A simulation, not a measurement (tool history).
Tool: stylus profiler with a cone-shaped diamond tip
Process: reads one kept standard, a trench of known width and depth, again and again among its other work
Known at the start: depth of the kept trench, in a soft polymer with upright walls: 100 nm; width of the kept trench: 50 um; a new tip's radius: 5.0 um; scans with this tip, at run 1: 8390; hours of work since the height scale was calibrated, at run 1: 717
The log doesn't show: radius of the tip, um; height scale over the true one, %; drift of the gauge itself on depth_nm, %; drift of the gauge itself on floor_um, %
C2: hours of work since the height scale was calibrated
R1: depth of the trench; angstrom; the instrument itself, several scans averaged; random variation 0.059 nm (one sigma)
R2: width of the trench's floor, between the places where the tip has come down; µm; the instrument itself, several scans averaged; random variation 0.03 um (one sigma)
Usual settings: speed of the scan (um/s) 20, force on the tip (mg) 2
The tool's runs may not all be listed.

Run 1, hour 0: usual settings; scans with this tip 8390; C2 717. Result: R1 1008.7 angstrom, R2 47.29 µm.
Run 2, hour 13.7: usual settings; scans with this tip 8489; C2 726. Result: R1 1008.2 angstrom, R2 47.27 µm.
Run 3, hour 38: usual settings; scans with this tip 8666; C2 741. Result: R1 1008.1 angstrom, R2 47.29 µm.
Run 4, hour 61.7: usual settings; scans with this tip 8838; C2 756. Result: R1 1007.7 angstrom, R2 47.17 µm.
Run 5, hour 75.9: usual settings; scans with this tip 8942; C2 765. Result: R1 1007.6 angstrom, R2 47.24 µm.
Run 6, hour 96.2: usual settings but speed of the scan (um/s) 9; scans with this tip 9089; C2 777. Result: R1 1008.6 angstrom, R2 47.34 µm.
Run 7, hour 110.3: usual settings but force on the tip (mg) 1.82; scans with this tip 9192; C2 786. Result: R1 1007.4 angstrom, R2 47.21 µm.
Run 8, hour 124.9: usual settings but speed of the scan (um/s) 17; scans with this tip 9298; C2 795. Result: R1 1007.9 angstrom, R2 47.22 µm.
Run 9, hour 143.8: usual settings but speed of the scan (um/s) 17; scans with this tip 9435; C2 807. Result: R1 1007.9 angstrom, R2 47.18 µm.
Run 10, hour 169.7: usual settings but speed of the scan (um/s) 17; scans with this tip 9623; C2 823. Result: R1 1008.3 angstrom, R2 47.16 µm.
Run 11, hour 192: usual settings but speed of the scan (um/s) 6; scans with this tip 9786; C2 837. Result: R1 1008.4 angstrom, R2 47.26 µm.
Run 12, hour 215.5: usual settings but speed of the scan (um/s) 6; scans with this tip 9956; C2 851. Result: R1 1008.3 angstrom, R2 47.25 µm.
Run 13, hour 228.8: usual settings but speed of the scan (um/s) 6; scans with this tip 10053; C2 860. Result: R1 1008 angstrom, R2 47.26 µm.
Run 14, hour 243: usual settings but speed of the scan (um/s) 6; scans with this tip 10156; C2 868. Result: R1 1008.4 angstrom, R2 47.2 µm.
Run 15, hour 257: usual settings but speed of the scan (um/s) 6; scans with this tip 10258; C2 877. Result: R1 1007.4 angstrom, R2 47.31 µm.
Run 16, hour 285.1: usual settings but speed of the scan (um/s) 6; scans with this tip 10463; C2 895. Result: R1 1007.3 angstrom, R2 47.25 µm.
Run 17, hour 303.7: usual settings but speed of the scan (um/s) 6; scans with this tip 10598; C2 906. Result: R1 1007.4 angstrom, R2 47.23 µm.
Run 18, hour 326.6: usual settings but speed of the scan (um/s) 6; scans with this tip 10764; C2 920. Result: R1 1008.5 angstrom, R2 47.23 µm.
Run 19, hour 338.4: usual settings but speed of the scan (um/s) 6; scans with this tip 10849; C2 928. Result: R1 1006.8 angstrom, R2 47.18 µm.
Run 20, hour 350.6: usual settings but speed of the scan (um/s) 6; scans with this tip 10938; C2 935. Result: R1 1007.6 angstrom, R2 47.24 µm.
Run 21, hour 364.9: usual settings but force on the tip (mg) 3.02; scans with this tip 11042; C2 944. Result: R1 1010.9 angstrom, R2 47.16 µm.
Run 22, hour 389.8: usual settings but force on the tip (mg) 3.02; scans with this tip 11223; C2 960. Result: R1 1012.1 angstrom, R2 47.1 µm.
Run 23, hour 415.5: usual settings but force on the tip (mg) 3.02; scans with this tip 11410; C2 976. Result: R1 1011.3 angstrom, R2 47.1 µm.
Run 24, hour 431.9: usual settings but force on the tip (mg) 3.02; scans with this tip 11529; C2 986. Result: R1 1011.5 angstrom, R2 47.12 µm.
Run 25, hour 455.5: usual settings but speed of the scan (um/s) 24, force on the tip (mg) 1.01; scans with this tip 11701; C2 1000. Result: R1 1002.8 angstrom, R2 46.93 µm.
Run 26, hour 482.4: usual settings but speed of the scan (um/s) 24, force on the tip (mg) 1.01; scans with this tip 11896; C2 1017. Result: R1 1003 angstrom, R2 46.96 µm.
Run 27, hour 503.3: usual settings but speed of the scan (um/s) 22, force on the tip (mg) 5.2; scans with this tip 12048; C2 1030. Result: R1 1018.7 angstrom, R2 47.12 µm.

Forecast run 28:
Run 28, hour 525.2: usual settings but speed of the scan (um/s) 63, force on the tip (mg) 2.98; scans with this tip 12207; C2 1044. Result: R1 ?, R2 ?.

R1: 1011.8 angstrom
R2: 46.83 µm
Without the tool's hidden state the same run would have given R1 1016.9 angstrom, R2 47.66 µm.

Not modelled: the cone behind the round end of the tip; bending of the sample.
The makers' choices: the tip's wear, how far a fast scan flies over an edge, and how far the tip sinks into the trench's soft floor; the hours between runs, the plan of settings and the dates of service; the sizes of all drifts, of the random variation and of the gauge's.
